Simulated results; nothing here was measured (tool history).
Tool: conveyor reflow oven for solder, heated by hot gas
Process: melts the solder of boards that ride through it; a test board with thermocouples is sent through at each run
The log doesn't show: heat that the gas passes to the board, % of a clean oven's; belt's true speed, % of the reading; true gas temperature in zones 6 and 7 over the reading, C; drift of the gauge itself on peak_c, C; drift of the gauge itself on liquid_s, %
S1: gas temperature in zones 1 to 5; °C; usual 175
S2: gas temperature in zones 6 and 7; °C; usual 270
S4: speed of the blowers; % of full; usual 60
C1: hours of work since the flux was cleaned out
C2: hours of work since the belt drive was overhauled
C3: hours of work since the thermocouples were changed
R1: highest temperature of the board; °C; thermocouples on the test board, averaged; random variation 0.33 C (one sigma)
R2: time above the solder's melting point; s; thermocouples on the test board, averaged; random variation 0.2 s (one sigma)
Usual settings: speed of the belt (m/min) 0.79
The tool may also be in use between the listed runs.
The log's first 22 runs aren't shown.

run 23 hour=278.4 | S1=190 S2=268 speed_of_the_belt_(m/min)=0.79 S4=60 | C1=245 C2=699 C3=699 | R1=255.4 R2=53.6
run 24 hour=294.3 | S1=190 S2=268 speed_of_the_belt_(m/min)=0.79 S4=60 | C1=257 C2=711 C3=711 | R1=255.2 R2=53.4
run 25 hour=303.6 | S1=190 S2=268 speed_of_the_belt_(m/min)=0.79 S4=60 | C1=264 C2=718 C3=718 | R1=255.4 R2=53.6
run 26 hour=311.5 | S1=190 S2=268 speed_of_the_belt_(m/min)=0.79 S4=60 | C1=270 C2=723 C3=723 | R1=254.9 R2=53.3
run 27 hour=327.1 | S1=190 S2=268 speed_of_the_belt_(m/min)=0.79 S4=60 | C1=281 C2=735 C3=735 | R1=255.5 R2=53.2
run 28 hour=342.1 | S1=188 S2=271 speed_of_the_belt_(m/min)=0.655 S4=56 | C1=292 C2=746 C3=746 | R1=261.7 R2=67.2
run 29 hour=356.2 | S1=175 S2=272 speed_of_the_belt_(m/min)=0.79 S4=60 | C1=303 C2=757 C3=757 | R1=256.5 R2=48.9
run 30 hour=366.4 | S1=175 S2=272 speed_of_the_belt_(m/min)=0.79 S4=60 | C1=310 C2=764 C3=764 | R1=257.1 R2=48.8
run 31 hour=376.7 | S1=175 S2=282 speed_of_the_belt_(m/min)=0.791 S4=53 | C1=318 C2=772 C3=772 | R1=264.3 R2=52.2

3 ways to go on from here, each from the tool as it stands after run 31. What would each give?
run A hour=394.3 | S1=188 S2=270 speed_of_the_belt_(m/min)=0.879 S4=53 | C1=331 C2=785 C3=785 | R1=? R2=?
run B hour=394.3 | S1=175 S2=270 speed_of_the_belt_(m/min)=0.738 S4=68 | C1=331 C2=785 C3=785 | R1=? R2=?
run C hour=394.3 | S1=175 S2=270 speed_of_the_belt_(m/min)=0.79 S4=66 | C1=331 C2=785 C3=785 | R1=? R2=?

run=A R1=252.2 R2=45.1
run=B R1=256.6 R2=53.8
run=C R1=255.5 R2=48.5
Without the tool's hidden state the same runs would have given:
run=A R1=256 R2=47
run=B R1=260.5 R2=55.7
run=C R1=259.7 R2=50.5
